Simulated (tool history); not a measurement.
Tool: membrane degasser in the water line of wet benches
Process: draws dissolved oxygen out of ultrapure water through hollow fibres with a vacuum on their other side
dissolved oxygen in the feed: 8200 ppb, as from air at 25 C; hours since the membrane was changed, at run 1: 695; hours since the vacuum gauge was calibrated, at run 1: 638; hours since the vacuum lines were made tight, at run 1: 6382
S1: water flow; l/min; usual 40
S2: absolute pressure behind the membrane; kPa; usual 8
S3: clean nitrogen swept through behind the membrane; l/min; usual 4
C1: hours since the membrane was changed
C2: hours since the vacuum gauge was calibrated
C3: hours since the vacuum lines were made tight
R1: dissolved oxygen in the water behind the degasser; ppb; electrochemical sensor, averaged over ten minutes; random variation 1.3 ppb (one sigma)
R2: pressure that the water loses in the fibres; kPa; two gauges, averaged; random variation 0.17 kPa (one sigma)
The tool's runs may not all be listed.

run    hour  S1     S2     S3    C1   C2    C3     R1     R2
  1       0  40      8      4   695  638  6382  125.2  28.31
  2    66.9  58      8      4   762  705  6449  181.2  40.71
  3   147.9  58      8      4   843  786  6530  183.2  40.94
  4   209.5  58      8      4   904  848  6592  181.3  40.97
  5   304.7  40      8  10.14   999  943  6687   58.8  28.42
      316.3  -- vacuum gauge calibrated
  6   416.5  40      8  10.14  1111  100  6798   58.2  28.73
  7   478.4  40      8  10.14  1173  162  6860   57.5  28.59
  8   577.3  40      8  10.14  1272  261  6959   58.6  28.22
  9   634.4  40      8  10.14  1329  318  7016   59.2  28.32
 10   727.7  50  16.83  10.14  1422  411  7109  179.2  35.84
 11   847.5  40  17.03   1.89  1542  531  7229  616.8  28.35
      860.6  -- vacuum gauge calibrated, once more
 12   945.1  56   9.58    1.8  1639   84  7326  418.8  39.82
 13  1021.3  56   9.58    1.8  1715  161  7402  416.4  39.97
 14  1084.3  56   9.58    1.8  1778  224  7465  420.6  40.17

Measured less the same run without the tool's hidden state. The same run-to-run variation is in both; the gauge's scatter may not be:
The hidden state here: membrane still open, %; true pressure behind the membrane over the reading, kPa; air that leaks in behind the membrane, l/min; drift of the gauge itself on oxygen_ppb, %; drift of the gauge itself on loss_of_pressure_kpa, %.
run    R1     R2
  1  +1.6  +0.12
  2  +2.2   +0.2
  3  +2.4  +0.22
  4  +2.6  +0.24
  5  +1.2  +0.18
  6  +1.6  +0.21
  7  +1.6  +0.22
  8  +1.8  +0.23
  9  +1.8  +0.24
 10    +3  +0.33
 11  +7.4  +0.29
 12  +0.6  +0.43
 13    +1  +0.45
 14  +1.3  +0.47

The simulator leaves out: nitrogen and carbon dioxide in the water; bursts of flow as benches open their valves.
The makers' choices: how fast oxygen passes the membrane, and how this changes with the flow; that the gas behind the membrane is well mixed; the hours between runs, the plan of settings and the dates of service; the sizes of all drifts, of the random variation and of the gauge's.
